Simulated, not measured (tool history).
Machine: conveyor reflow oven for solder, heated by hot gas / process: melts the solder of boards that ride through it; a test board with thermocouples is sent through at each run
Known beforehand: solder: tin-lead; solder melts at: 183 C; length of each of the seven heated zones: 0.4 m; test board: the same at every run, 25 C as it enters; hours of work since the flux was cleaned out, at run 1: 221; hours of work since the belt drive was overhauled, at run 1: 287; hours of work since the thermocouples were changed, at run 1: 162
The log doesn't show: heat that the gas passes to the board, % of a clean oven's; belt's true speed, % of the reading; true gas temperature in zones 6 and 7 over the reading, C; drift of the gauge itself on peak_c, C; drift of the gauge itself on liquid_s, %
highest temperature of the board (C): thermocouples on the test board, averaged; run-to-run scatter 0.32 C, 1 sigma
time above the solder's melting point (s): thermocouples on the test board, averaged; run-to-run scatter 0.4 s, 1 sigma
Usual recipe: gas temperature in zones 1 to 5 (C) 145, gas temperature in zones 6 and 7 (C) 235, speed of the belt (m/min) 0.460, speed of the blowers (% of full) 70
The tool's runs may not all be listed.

run,day,gas temperature in zones 1 to 5 (C),gas temperature in zones 6 and 7 (C),speed of the belt (m/min),speed of the blowers (% of full),hours of work since the flux was cleaned out,hours of work since the belt drive was overhauled,hours of work since the thermocouples were changed,highest temperature of the board (C),time above the solder's melting point (s)
1,0.000,145,235,0.460,70,221,287,162,216.8,81.2
2,0.375,145,235,0.460,70,226,292,167,217.6,81.5
3,0.600,145,235,0.460,70,229,294,170,216.5,81.2
4,0.775,145,235,0.460,70,231,297,172,217.0,81.3
5,1.050,145,235,0.460,70,235,300,175,217.3,82.2
6,1.221,145,235,0.460,68,237,302,178,216.1,80.5
7,1.546,145,235,0.460,70,241,306,182,217.0,81.8
8,1.896,145,235,0.460,70,245,311,186,217.1,81.5
9,2.279,152,235,0.460,70,250,316,191,219.0,86.8
10,2.604,152,235,0.460,70,254,320,195,218.3,86.6
11,2.833,152,235,0.460,70,257,323,198,218.0,87.5
12,3.062,145,235,0.375,70,260,325,201,223.1,108.2
13,3.367,145,235,0.375,70,264,329,205,222.4,108.6
14,3.575,145,235,0.460,70,266,332,207,216.9,81.6
15,3.846,145,235,0.375,70,270,335,211,223.0,107.7
16,4.179,145,235,0.375,70,274,340,215,223.1,107.7
17,4.512,137,244,0.375,70,278,344,219,229.7,110.7
18,4.729,145,245,0.403,65,281,346,222,227.7,104.7
19,4.942,132,245,0.403,61,284,349,224,225.2,94.2
20,5.154,148,245,0.403,85,286,352,227,232.8,111.3
21,5.333,145,226,0.539,70,288,354,229,204.3,53.3
22,5.542,145,226,0.389,85,291,357,232,216.0,98.0
23,5.725,145,226,0.389,85,293,359,234,216.3,99.0
24,6.017,145,239,0.389,85,297,363,238,227.3,109.8
25,6.208,145,239,0.389,85,299,365,240,228.0,108.7
26,6.521,140,232,0.460,70,303,369,244,213.0,74.4
27,6.725,138,241,0.431,50,306,372,247,215.5,79.9
28,7.062,137,241,0.427,50,310,376,251,216.1,80.1
29,7.229,145,235,0.403,76,312,378,253,221.8,98.9
30,7.450,140,235,0.460,55,315,381,256,210.5,69.3
31,7.788,132,233,0.460,70,319,385,260,211.6,68.9

Selected run-to-run steps in highest temperature of the board (C), each split into two signed amounts: the part the tool would show with no hidden state at all (from settings, incoming material and random variation), and the remainder, which goes to the hidden state together with any gauge scatter not common to the measured and the hidden-state-free results:
Run 13 -> 14: speed of the belt (m/min) 0.375 -> 0.460. highest temperature of the board (C) -5.5: hidden state -0.4, all else -5.1.
Run 14 -> 15: speed of the belt (m/min) 0.460 -> 0.375. highest temperature of the board (C) +6.1: hidden state +0.4, all else +5.7.
Run 20 -> 21: gas temperature in zones 1 to 5 (C) 148 -> 145, gas temperature in zones 6 and 7 (C) 245 -> 226, speed of the belt (m/min) 0.403 -> 0.539, speed of the blowers (% of full) 85 -> 70. highest temperature of the board (C) -28.5: hidden state -0.3, all else -28.2.
Run 21 -> 22: speed of the belt (m/min) 0.539 -> 0.389, speed of the blowers (% of full) 70 -> 85. highest temperature of the board (C) +11.7: hidden state +0.5, all else +11.2.
Run 25 -> 26: gas temperature in zones 1 to 5 (C) 145 -> 140, gas temperature in zones 6 and 7 (C) 239 -> 232, speed of the belt (m/min) 0.389 -> 0.460, speed of the blowers (% of full) 85 -> 70. highest temperature of the board (C) -15.0: hidden state -0.3, all else -14.7.
